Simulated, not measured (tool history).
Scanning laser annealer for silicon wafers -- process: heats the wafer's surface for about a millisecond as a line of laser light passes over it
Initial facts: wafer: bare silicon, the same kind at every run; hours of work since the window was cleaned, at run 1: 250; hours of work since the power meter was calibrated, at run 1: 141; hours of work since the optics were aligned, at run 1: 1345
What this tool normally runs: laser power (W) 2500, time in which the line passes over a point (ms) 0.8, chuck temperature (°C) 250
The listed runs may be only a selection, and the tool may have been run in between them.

run	hour	laser power (W)	time in which the line passes over a point (ms)	chuck temperature (°C)	hours of work since the window was cleaned	hours of work since the power meter was calibrated	hours of work since the optics were aligned	highest temperature of the surface (°C)
1	0	2500	0.8	250	250	141	1345	953
2	7.6	2500	0.8	250	255	146	1350	953
3	14.3	2500	0.8	250	260	150	1355	949
4	25.3	2500	0.8	250	267	158	1362	948
5	36.4	2500	0.8	250	274	165	1369	950
6	47.1	2500	0.8	250	281	172	1376	946
7	56.3	2650	0.8	250	288	178	1382	995
8	66.4	2650	0.8	250	294	185	1389	995
9	72	2650	0.642	250	298	189	1393	913
10	79.9	2650	0.642	250	303	194	1398	913
11	89.6	2500	0.8	250	309	200	1404	941
12	99.3	2203	0.8	250	316	207	1411	846
# hour 112.7: window over the wafer cleaned
13	112.7	2500	0.8	242	0	214	1418	976
14	118	2500	0.8	250	3	218	1422	982
15	129.9	2500	0.8	250	11	225	1430	984
16	139.6	2500	0.8	250	18	232	1436	981
17	145.5	2500	0.8	250	22	236	1440	979
18	156.1	2419	0.8	250	29	243	1447	952
# hour 159.7: laser's power meter calibrated
19	171.3	2393	0.8	250	37	8	1455	936
20	177.6	2393	0.8	250	41	12	1459	940
21	187.9	2500	0.8	229	48	19	1466	954
22	192.9	2219	0.992	250	51	22	1469	955
23	198	2219	0.992	250	54	25	1472	952
24	210	2723	0.77	280	62	33	1480	1064
25	217.6	2500	0.896	257	67	38	1485	1019
# hour 226.7: laser's power meter calibrated, once more
26	231.8	2500	0.849	240	75	3	1493	994
27	239.7	2500	0.849	240	80	9	1498	995
28	247.5	2703	0.569	255	85	14	1503	927

For run 29, what comes out?
29	257.8	2713	0.95	249	92	21	1510	?

highest temperature of the surface (°C): 1127
Take away the tool's hidden state, keep the run-to-run variation as it was, and the same run would have given highest temperature of the surface (°C) 1160.
